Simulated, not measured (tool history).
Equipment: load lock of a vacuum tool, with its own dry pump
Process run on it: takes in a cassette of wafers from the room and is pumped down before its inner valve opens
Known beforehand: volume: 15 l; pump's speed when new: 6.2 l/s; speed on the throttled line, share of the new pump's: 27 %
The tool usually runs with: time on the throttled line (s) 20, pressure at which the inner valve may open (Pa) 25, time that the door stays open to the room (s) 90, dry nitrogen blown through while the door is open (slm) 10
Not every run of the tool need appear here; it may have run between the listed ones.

run    hour  time on the throttled line (s)  pressure at which the inner valve may open (Pa)  time that the door stays open to the room (s)  dry nitrogen blown through while the door is open (slm)  incoming humidity of the room's air, %  time from the closed door until the inner valve may open (s)  rise of the pressure with all valves shut (Pa/min)
  1     0.0                              20                                               25                                             90                                                       10                                    46.8                                                          35.0                                               0.073
  2    94.3                              20                                               25                                             90                                                       10                                    44.7                                                          34.7                                               0.080
  3   192.9                              20                                               25                                             90                                                       10                                    46.2                                                          34.3                                               0.070
  4   334.2                              20                                               25                                             26                                                       10                                    44.7                                                          34.6                                               0.045
  5   441.0                              20                                               25                                             26                                                       10                                    45.2                                                          34.2                                               0.044
  6   620.5                              20                                               25                                             26                                                       10                                    42.8                                                          34.7                                               0.040
  7   744.6                              12                                               25                                             90                                                       10                                    48.3                                                          28.9                                               0.080
  8   876.1                              12                                               25                                             90                                                       10                                    46.4                                                          29.2                                               0.078
  9   960.9                              22                                               32                                            141                                                        8                                    46.3                                                          35.4                                               0.095
 10  1106.6                              22                                               28                                             48                                                        8                                    48.4                                                          35.8                                               0.061
 11  1254.9                              22                                               28                                             48                                                        8                                    45.3                                                          36.1                                               0.063
 12  1366.6                              20                                               25                                             99                                                       10                                    44.5                                                          35.4                                               0.076
 13  1479.3                              20                                               28                                            223                                                       10                                    44.0                                                          34.7                                               0.103
 14  1573.2                              26                                               28                                            102                                                       10                                    42.7                                                          38.8                                               0.077
 15  1757.3                              38                                               38                                             34                                                       28                                    41.9                                                          46.9                                               0.027
 16  1938.7                              30                                               25                                             90                                                        5                                    46.4                                                          41.7                                               0.094

Below are 3 alternative next runs, each starting from the tool's condition after run 16. Predict each:
  A  2022.9                              30                                               42                                             84                                                        5                                    42.9                                                             ?                                                   ?
  B  2022.9                              36                                               29                                             90                                                       39                                    44.3                                                             ?                                                   ?
  C  2022.9                              18                                               25                                             35                                                       19                                    45.5                                                             ?                                                   ?

run  time from the closed door until the inner valve may open (s)  rise of the pressure with all valves shut (Pa/min)
  A                                                          41.2                                               0.082
  B                                                          46.0                                               0.038
  C                                                          33.3                                               0.041
What these runs would have given with no unlogged condition in the tool:
run  time from the closed door until the inner valve may open (s)  rise of the pressure with all valves shut (Pa/min)
  A                                                          41.2                                               0.082
  B                                                          46.0                                               0.038
  C                                                          33.3                                               0.041
